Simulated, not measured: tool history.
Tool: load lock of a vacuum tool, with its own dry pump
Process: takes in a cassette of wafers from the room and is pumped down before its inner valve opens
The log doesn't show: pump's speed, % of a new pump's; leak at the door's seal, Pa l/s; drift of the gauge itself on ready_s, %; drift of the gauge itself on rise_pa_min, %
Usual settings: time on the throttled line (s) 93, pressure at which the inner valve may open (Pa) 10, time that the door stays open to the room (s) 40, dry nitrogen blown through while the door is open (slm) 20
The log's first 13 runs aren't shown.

run    hour  time on the throttled line (s)  pressure at which the inner valve may open (Pa)  time that the door stays open to the room (s)  dry nitrogen blown through while the door is open (slm)  hours that the pump has run since its overhaul  times that the door has closed on its seal  incoming humidity of the room's air, %  time from the closed door until the inner valve may open (s)  rise of the pressure with all valves shut (Pa/min)
 14  2162.2                              93                                               10                                             40                                                       20                                            3649                                       29021                                    44.1                                                         157.5                                                 0.2
 15  2326.8                              93                                               10                                             45                                                       20                                            3813                                       29764                                    45.2                                                         158.7                                               0.208
 16  2461.8                              93                                               10                                             45                                                       27                                            3948                                       30373                                    43.4                                                         157.9                                                0.21
 17  2663.3                              93                                               10                                             45                                                       27                                            4150                                       31282                                      44                                                           158                                               0.213
 18  2776.1                              93                                               10                                             45                                                       27                                            4263                                       31791                                    45.8                                                         158.4                                               0.224
 19  2903.6                              93                                               10                                             74                                                       39                                            4390                                       32366                                    45.6                                                         158.8                                               0.232
 20  3123.7                              89                                               10                                             73                                                        9                                            4610                                       33359                                    43.3                                                         157.4                                               0.266
 21  3307.2                              89                                               10                                             73                                                        5                                            4794                                       34188                                      42                                                         155.6                                               0.276
 22  3462.7                              97                                                7                                             55                                                       14                                            4949                                       34889                                    45.3                                                         166.7                                               0.268
 23  3580.6                              97                                               16                                             37                                                       14                                            5067                                       35421                                    45.4                                                         157.8                                               0.258
 24  3746.3                             150                                               17                                            110                                                       20                                            5233                                       36169                                    48.3                                                         197.9                                               0.295
 25  3984.6                             150                                               17                                            110                                                       20                                            5471                                       37244                                    46.6                                                         199.2                                               0.308
 26  4164.9                             128                                               10                                             74                                                       19                                            5651                                       38058                                    43.3                                                         186.3                                               0.301
 27  4388.3                             128                                               10                                             74                                                       19                                            5875                                       39065                                    47.2                                                         187.2                                               0.317
 28  4579.6                             128                                               10                                             34                                                       19                                            6066                                       39929                                    44.5                                                         188.9                                               0.302
 29    4818                             128                                               10                                             34                                                       19                                            6305                                       41005                                    48.9                                                         188.9                                               0.316
 30  5051.1                             143                                               15                                             66                                                       20                                            6538                                       42057                                    45.6                                                         196.8                                               0.337
 31  5287.9                             180                                                8                                            174                                                        4                                            6774                                       43125                                    44.4                                                         229.5                                               0.443
 32  5517.9                              93                                               10                                            183                                                       20                                            7004                                       44162                                    45.5                                                         161.3                                               0.416
 33  5628.3                              93                                               12                                             41                                                       36                                            7115                                       44661                                    46.2                                                         158.8                                               0.352
 34  5802.9                              93                                               12                                             41                                                       36                                            7289                                       45449                                      46                                                         159.3                                               0.356
 35  5991.8                              98                                               10                                            240                                                       20                                            7478                                       46301                                    40.4                                                         166.5                                               0.442
 36  6210.7                              98                                               10                                            240                                                       20                                            7697                                       47289                                    40.9                                                           167                                               0.463

Forecast each of these 4 alternatives for the next run:
  A  6320                              93                                               16                                             40                                                       20                                            7806                                       47782                                    45.1                                                             ?                                                   ?
  B  6320                              61                                               10                                             55                                                       20                                            7806                                       47782                                    48.3                                                             ?                                                   ?
  C  6320                              93                                               10                                             48                                                       17                                            7806                                       47782                                    45.5                                                             ?                                                   ?
  D  6320                             129                                               10                                             68                                                       38                                            7806                                       47782                                    47.2                                                             ?                                                   ?

run  time from the closed door until the inner valve may open (s)  rise of the pressure with all valves shut (Pa/min)
  A                                                         157.7                                               0.394
  B                                                         136.8                                               0.402
  C                                                         163.4                                               0.408
  D                                                         189.9                                               0.403
Without the tool's hidden state the same runs would have given:
run  time from the closed door until the inner valve may open (s)  rise of the pressure with all valves shut (Pa/min)
  A                                                         151.5                                               0.039
  B                                                         129.3                                               0.048
  C                                                         156.5                                               0.045
  D                                                         183.9                                               0.041
